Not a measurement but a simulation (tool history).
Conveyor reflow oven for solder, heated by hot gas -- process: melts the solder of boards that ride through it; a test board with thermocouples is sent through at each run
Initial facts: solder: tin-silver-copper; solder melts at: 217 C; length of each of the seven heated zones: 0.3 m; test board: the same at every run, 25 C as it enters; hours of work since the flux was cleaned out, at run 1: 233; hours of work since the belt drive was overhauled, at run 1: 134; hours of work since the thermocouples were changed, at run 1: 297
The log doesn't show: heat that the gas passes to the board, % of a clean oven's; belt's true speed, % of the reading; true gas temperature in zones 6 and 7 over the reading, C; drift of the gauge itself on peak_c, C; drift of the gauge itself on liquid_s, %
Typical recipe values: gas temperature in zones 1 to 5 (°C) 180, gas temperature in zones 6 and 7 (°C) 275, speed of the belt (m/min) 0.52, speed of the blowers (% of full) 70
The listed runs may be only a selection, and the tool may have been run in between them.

run,hour,gas temperature in zones 1 to 5 (°C),gas temperature in zones 6 and 7 (°C),speed of the belt (m/min),speed of the blowers (% of full),hours of work since the flux was cleaned out,hours of work since the belt drive was overhauled,hours of work since the thermocouples were changed,highest temperature of the board (°C),time above the solder's melting point (s)
1,0,180,275,0.52,70,233,134,297,254.3,54.5
2,6.6,180,275,0.52,70,236,138,301,254.6,54.9
3,11,186,275,0.52,70,238,140,303,255.8,57.4
4,15.7,193,275,0.52,70,240,142,305,258,61.7
5,20.1,193,275,0.52,70,242,144,307,257.3,61.3
6,24.6,180,275,0.52,70,245,146,309,255,54.1
7,28.6,180,264,0.52,70,246,148,311,245.3,48.4
8,33.9,180,264,0.52,70,249,150,313,245.2,48.4
9,40.9,180,264,0.52,70,252,154,317,246,48
10,48.8,180,275,0.52,70,256,157,320,254.9,54.5
11,56,180,275,0.52,70,259,161,324,254.2,54.7
12,62.6,180,275,0.52,70,262,164,327,254.2,54.5
# hour 68.4: flux residue cleaned out of gas plates and filters
13,75.6,180,275,0.52,70,3,168,331,253.3,53
14,84.3,180,275,0.52,70,7,172,335,253.5,53.5
15,91.5,180,275,0.52,70,11,175,338,253.1,53.2
16,97.3,189,266,0.52,84,14,178,341,250.1,55.7
# hour 105.7: flux residue cleaned out of gas plates and filters, once more
17,108.7,167,266,0.502,67,1,181,344,247.5,47.4
18,117.9,180,289,0.52,57,6,185,348,264.5,60.2
19,126.2,180,274,0.448,65,10,189,352,259.2,67.7
20,132.1,180,274,0.448,65,12,192,355,259.6,66.8
21,138,180,275,0.589,70,15,195,358,252.7,46
22,144.1,187,271,0.52,70,18,197,361,254,57.1
23,150.2,169,278,0.44,89,21,200,363,265.9,68.8
24,156.5,169,278,0.601,78,24,203,366,253.1,43.3
25,162.1,187,278,0.481,78,27,206,369,263.4,67.9
26,169.8,187,278,0.481,78,30,210,373,263.8,67.6
27,174.4,187,283,0.471,79,32,212,375,268.8,71.7

Results per run with the tool's hidden condition removed, run-to-run variation unchanged:
run,highest temperature of the board (°C),time above the solder's melting point (s)
1,256.6,55.9
2,256.8,56.4
3,257.9,58.7
4,260.1,62.7
5,259.4,62.4
6,257.3,55.6
7,247.5,50.4
8,247.4,50.4
9,248.3,50
10,257.4,56
11,256.7,56.2
12,256.7,56.1
13,257.3,55.8
14,257.5,56.4
15,257.2,56.1
16,253.7,58.4
17,248.1,47.7
18,265.2,60.2
19,259.9,67.8
20,260.4,66.9
21,253.4,46.2
22,254.8,57.3
23,266.8,68.9
24,254,43.6
25,264.3,68
26,264.7,67.6
27,269.7,71.7
